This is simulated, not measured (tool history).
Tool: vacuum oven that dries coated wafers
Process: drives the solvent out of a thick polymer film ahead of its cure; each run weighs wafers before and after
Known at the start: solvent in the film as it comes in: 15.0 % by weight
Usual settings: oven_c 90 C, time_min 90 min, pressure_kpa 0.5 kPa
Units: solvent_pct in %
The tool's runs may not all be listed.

{"run": 1, "hour": 0.0, "oven_c": 90, "time_min": 90, "pressure_kpa": 0.5, "solvent_pct": 1.21}
{"run": 2, "hour": 79.0, "oven_c": 90, "time_min": 90, "pressure_kpa": 0.5, "solvent_pct": 1.19}
{"run": 3, "hour": 126.1, "oven_c": 90, "time_min": 90, "pressure_kpa": 0.5, "solvent_pct": 1.19}
{"run": 4, "hour": 225.0, "oven_c": 90, "time_min": 90, "pressure_kpa": 0.5, "solvent_pct": 1.19}
{"run": 5, "hour": 322.3, "oven_c": 90, "time_min": 90, "pressure_kpa": 0.5, "solvent_pct": 1.19}
{"run": 6, "hour": 376.8, "oven_c": 90, "time_min": 90, "pressure_kpa": 0.5, "solvent_pct": 1.17}
{"run": 7, "hour": 454.9, "oven_c": 90, "time_min": 90, "pressure_kpa": 1.507, "solvent_pct": 2.28}
{"run": 8, "hour": 527.2, "oven_c": 90, "time_min": 90, "pressure_kpa": 1.507, "solvent_pct": 2.29}
{"run": 9, "hour": 580.7, "oven_c": 90, "time_min": 90, "pressure_kpa": 1.507, "solvent_pct": 2.28}
{"run": 10, "hour": 641.4, "oven_c": 83, "time_min": 90, "pressure_kpa": 0.5, "solvent_pct": 2.82}
{"run": 11, "hour": 686.4, "oven_c": 104, "time_min": 90, "pressure_kpa": 0.5, "solvent_pct": 0.36}
{"run": 12, "hour": 778.2, "oven_c": 104, "time_min": 90, "pressure_kpa": 0.5, "solvent_pct": 0.35}
{"run": 13, "hour": 820.8, "oven_c": 88, "time_min": 128, "pressure_kpa": 0.5, "solvent_pct": 0.94}
{"run": 14, "hour": 917.7, "oven_c": 88, "time_min": 128, "pressure_kpa": 0.5, "solvent_pct": 0.98}
{"run": 15, "hour": 1021.2, "oven_c": 88, "time_min": 128, "pressure_kpa": 0.5, "solvent_pct": 0.91}
{"hour": 1057.8, "done": "oven's thermocouples calibrated"}
{"run": 16, "hour": 1116.7, "oven_c": 90, "time_min": 132, "pressure_kpa": 1.194, "solvent_pct": 1.56}
{"run": 17, "hour": 1158.8, "oven_c": 90, "time_min": 132, "pressure_kpa": 0.493, "solvent_pct": 0.73}
{"run": 18, "hour": 1246.9, "oven_c": 95, "time_min": 109, "pressure_kpa": 0.417, "solvent_pct": 0.47}
{"run": 19, "hour": 1306.9, "oven_c": 95, "time_min": 109, "pressure_kpa": 0.417, "solvent_pct": 0.45}
{"run": 20, "hour": 1374.6, "oven_c": 80, "time_min": 128, "pressure_kpa": 0.5, "solvent_pct": 2.51}
{"run": 21, "hour": 1423.9, "oven_c": 90, "time_min": 90, "pressure_kpa": 1.295, "solvent_pct": 2.07}
{"run": 22, "hour": 1480.8, "oven_c": 76, "time_min": 55, "pressure_kpa": 0.5, "solvent_pct": 7.2}
{"run": 23, "hour": 1530.7, "oven_c": 76, "time_min": 72, "pressure_kpa": 0.513, "solvent_pct": 6.21}
{"run": 24, "hour": 1613.2, "oven_c": 90, "time_min": 106, "pressure_kpa": 0.511, "solvent_pct": 0.96}

Forecast each of these 5 alternatives for the next run:
{"run": "A", "hour": 1712.2, "oven_c": 104, "time_min": 64, "pressure_kpa": 1.396, "solvent_pct": "?"}
{"run": "B", "hour": 1712.2, "oven_c": 86, "time_min": 90, "pressure_kpa": 1.788, "solvent_pct": "?"}
{"run": "C", "hour": 1712.2, "oven_c": 104, "time_min": 90, "pressure_kpa": 0.5, "solvent_pct": "?"}
{"run": "D", "hour": 1712.2, "oven_c": 99, "time_min": 153, "pressure_kpa": 1.111, "solvent_pct": "?"}
{"run": "E", "hour": 1712.2, "oven_c": 102, "time_min": 137, "pressure_kpa": 0.533, "solvent_pct": "?"}

run=A solvent_pct=0.98
run=B solvent_pct=3.58
run=C solvent_pct=0.36
run=D solvent_pct=0.93
run=E solvent_pct=0.4
Without the tool's hidden state the same runs would have given:
run=A solvent_pct=0.97
run=B solvent_pct=3.57
run=C solvent_pct=0.36
run=D solvent_pct=0.92
run=E solvent_pct=0.4

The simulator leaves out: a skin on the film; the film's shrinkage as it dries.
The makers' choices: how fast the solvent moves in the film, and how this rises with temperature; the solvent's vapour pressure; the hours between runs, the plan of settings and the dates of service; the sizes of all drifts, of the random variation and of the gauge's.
